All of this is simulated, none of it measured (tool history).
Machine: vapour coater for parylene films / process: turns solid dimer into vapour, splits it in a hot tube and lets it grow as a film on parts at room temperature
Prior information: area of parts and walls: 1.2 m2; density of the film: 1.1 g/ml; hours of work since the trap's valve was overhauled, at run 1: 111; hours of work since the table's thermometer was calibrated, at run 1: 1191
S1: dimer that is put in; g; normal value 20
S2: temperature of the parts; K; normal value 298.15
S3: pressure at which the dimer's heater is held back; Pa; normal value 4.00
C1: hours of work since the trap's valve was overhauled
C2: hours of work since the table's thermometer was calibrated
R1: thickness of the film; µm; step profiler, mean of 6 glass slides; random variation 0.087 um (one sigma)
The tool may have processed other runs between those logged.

run   hour  S1      S2    S3   C1    C2     R1
  1    0.0  20  298.15  4.00  111  1191  10.61
  2   54.3  20  298.15  4.00  152  1232  10.56
  3   99.3  20  298.15  4.00  185  1265  10.32
  4  132.4  20  298.15  4.00  210  1290  10.46
  5  164.0  20  298.15  4.00  233  1313  10.43
  6  201.0  20  298.15  4.00  261  1340  10.20
  7  238.9  20  298.15  4.00  289  1369  10.32
  8  289.8  20  298.15  5.58  326  1406   9.48
  9  325.3  20  298.15  5.58  353  1433   9.43
 10  353.8  20  298.15  7.28  374  1454   8.91
 11  411.9  20  298.15  7.28  417  1497   8.73
 12  449.9  20  298.15  7.28  445  1525   8.61
 13  483.5  20  298.15  7.28  470  1550   8.60
 14  534.8  20  303.15  2.75  508  1588   8.85
 15  591.1  20  303.15  2.75  550  1630   8.83
 16  637.8  23  296.15  7.34  585  1664  10.28
 17  666.8  13  301.15  9.35  606  1686   4.59
 18  697.7  20  303.15  4.00  629  1709   7.88
 19  740.9  28  298.15  2.91  661  1741  14.48
     755.6  -- table's thermometer calibrated
     784.2  -- trap's valve overhauled
 20  785.8  28  298.15  2.91    1    19  16.00
 21  817.2   9  307.15  2.06   25    43   3.79
 22  849.5  25  295.15  2.15   48    67  16.75

Predict each of these 4 candidate next runs independently; none follows another, all start after run 22:
  A  886.9  15  296.15  2.85  76  94   ?
  B  886.9  11  295.15  5.66  76  94   ?
  C  886.9  27  299.15  2.58  76  94   ?
  D  886.9   8  297.15  8.68  76  94   ?

run     R1
  A   9.16
  B   5.85
  C  14.94
  D   3.60
Had the tool no hidden state, the same runs would have come out as:
run     R1
  A   9.34
  B   5.96
  C  15.24
  D   3.68
